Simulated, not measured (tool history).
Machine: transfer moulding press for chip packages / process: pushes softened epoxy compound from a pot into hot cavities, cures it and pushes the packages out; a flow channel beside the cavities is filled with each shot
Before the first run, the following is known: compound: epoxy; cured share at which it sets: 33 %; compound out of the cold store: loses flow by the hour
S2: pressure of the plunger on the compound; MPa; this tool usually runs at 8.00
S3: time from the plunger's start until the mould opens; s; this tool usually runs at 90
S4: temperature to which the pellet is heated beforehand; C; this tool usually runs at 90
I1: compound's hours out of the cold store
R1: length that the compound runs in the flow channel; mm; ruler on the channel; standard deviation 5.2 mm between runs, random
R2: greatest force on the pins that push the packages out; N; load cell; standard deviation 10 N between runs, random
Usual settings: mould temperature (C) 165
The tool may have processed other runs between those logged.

run 1 hour=0.0 | mould_temperature_(C)=165 S2=8.00 S3=90 S4=90 | I1=28.1 | R1=719 R2=456
-- hour=17.4 cavities cleaned with cleaning compound and waxed
run 2 hour=42.8 | mould_temperature_(C)=165 S2=8.00 S3=96 S4=90 | I1=32.7 | R1=692 R2=392
-- hour=97.0 cavities cleaned with cleaning compound and waxed
run 3 hour=103.1 | mould_temperature_(C)=165 S2=8.00 S3=96 S4=90 | I1=26.6 | R1=722 R2=402
run 4 hour=135.9 | mould_temperature_(C)=165 S2=8.00 S3=90 S4=89 | I1=36.9 | R1=671 R2=456
-- hour=174.9 cavities cleaned with cleaning compound and waxed
run 5 hour=193.1 | mould_temperature_(C)=165 S2=8.00 S3=100 S4=90 | I1=41.2 | R1=657 R2=372
-- hour=241.2 plunger's sealing rings changed
-- hour=255.3 cavities cleaned with cleaning compound and waxed
run 6 hour=257.2 | mould_temperature_(C)=165 S2=8.00 S3=100 S4=90 | I1=15.2 | R1=780 R2=397
run 7 hour=324.6 | mould_temperature_(C)=165 S2=8.00 S3=100 S4=90 | I1=40.4 | R1=658 R2=367
-- hour=334.1 cavities cleaned with cleaning compound and waxed
run 8 hour=392.4 | mould_temperature_(C)=165 S2=8.00 S3=90 S4=90 | I1=44.6 | R1=651 R2=443
-- hour=411.7 cavities cleaned with cleaning compound and waxed
run 9 hour=438.7 | mould_temperature_(C)=165 S2=7.43 S3=90 S4=90 | I1=19.1 | R1=746 R2=471
-- hour=492.8 cavities cleaned with cleaning compound and waxed
run 10 hour=502.6 | mould_temperature_(C)=165 S2=7.43 S3=82 S4=90 | I1=11.5 | R1=766 R2=609
run 11 hour=550.9 | mould_temperature_(C)=164 S2=8.00 S3=90 S4=90 | I1=17.6 | R1=770 R2=493
-- hour=563.4 mould's thermocouples calibrated
-- hour=576.6 cavities cleaned with cleaning compound and waxed
run 12 hour=592.2 | mould_temperature_(C)=164 S2=8.00 S3=90 S4=90 | I1=16.5 | R1=776 R2=492
-- hour=623.7 plunger's sealing rings changed
run 13 hour=636.6 | mould_temperature_(C)=164 S2=8.00 S3=90 S4=90 | I1=11.5 | R1=793 R2=505
-- hour=658.8 cavities cleaned with cleaning compound and waxed
run 14 hour=707.8 | mould_temperature_(C)=165 S2=8.94 S3=90 S4=90 | I1=9.5 | R1=837 R2=505
-- hour=736.7 cavities cleaned with cleaning compound and waxed
run 15 hour=751.5 | mould_temperature_(C)=171 S2=6.78 S3=90 S4=90 | I1=12.5 | R1=715 R2=356
run 16 hour=786.5 | mould_temperature_(C)=165 S2=7.24 S3=90 S4=99 | I1=28.3 | R1=675 R2=448
-- hour=815.9 cavities cleaned with cleaning compound and waxed
run 17 hour=822.4 | mould_temperature_(C)=165 S2=7.24 S3=90 S4=99 | I1=21.0 | R1=705 R2=444
run 18 hour=858.0 | mould_temperature_(C)=167 S2=7.44 S3=96 S4=90 | I1=24.9 | R1=698 R2=368
run 19 hour=888.3 | mould_temperature_(C)=163 S2=7.21 S3=78 S4=87 | I1=47.3 | R1=606 R2=701
-- hour=893.8 cavities cleaned with cleaning compound and waxed
run 20 hour=923.6 | mould_temperature_(C)=168 S2=7.28 S3=78 S4=87 | I1=21.3 | R1=711 R2=523
run 21 hour=959.4 | mould_temperature_(C)=168 S2=8.00 S3=90 S4=81 | I1=9.5 | R1=790 R2=429
-- hour=971.6 cavities cleaned with cleaning compound and waxed
-- hour=1000.1 plunger's sealing rings changed
run 22 hour=1009.0 | mould_temperature_(C)=165 S2=9.48 S3=90 S4=96 | I1=18.6 | R1=820 R2=446
-- hour=1052.2 cavities cleaned with cleaning compound and waxed
run 23 hour=1064.3 | mould_temperature_(C)=165 S2=9.48 S3=91 S4=96 | I1=16.0 | R1=839 R2=471
-- hour=1131.1 cavities cleaned with cleaning compound and waxed
run 24 hour=1131.4 | mould_temperature_(C)=165 S2=8.00 S3=82 S4=90 | I1=28.8 | R1=709 R2=545
run 25 hour=1170.1 | mould_temperature_(C)=165 S2=8.00 S3=82 S4=90 | I1=34.2 | R1=690 R2=519

Consider 3 possible next runs. They are alternatives, not a sequence: every one starts from the tool as it was left by run 25. What does each give?
-- hour=1213.2 cavities cleaned with cleaning compound and waxed
run A hour=1219.2 | mould_temperature_(C)=165 S2=8.00 S3=96 S4=95 | I1=33.7 | R1=? R2=?
-- hour=1213.2 cavities cleaned with cleaning compound and waxed
run B hour=1219.2 | mould_temperature_(C)=165 S2=6.33 S3=109 S4=90 | I1=29.4 | R1=? R2=?
-- hour=1213.2 cavities cleaned with cleaning compound and waxed
run C hour=1219.2 | mould_temperature_(C)=160 S2=8.00 S3=92 S4=91 | I1=41.4 | R1=? R2=?

run=A R1=697 R2=392
run=B R1=632 R2=350
run=C R1=674 R2=580
Stripped of hidden state, with their random variation kept, the same runs would have yielded:
run=A R1=698 R2=391
run=B R1=632 R2=350
run=C R1=674 R2=579
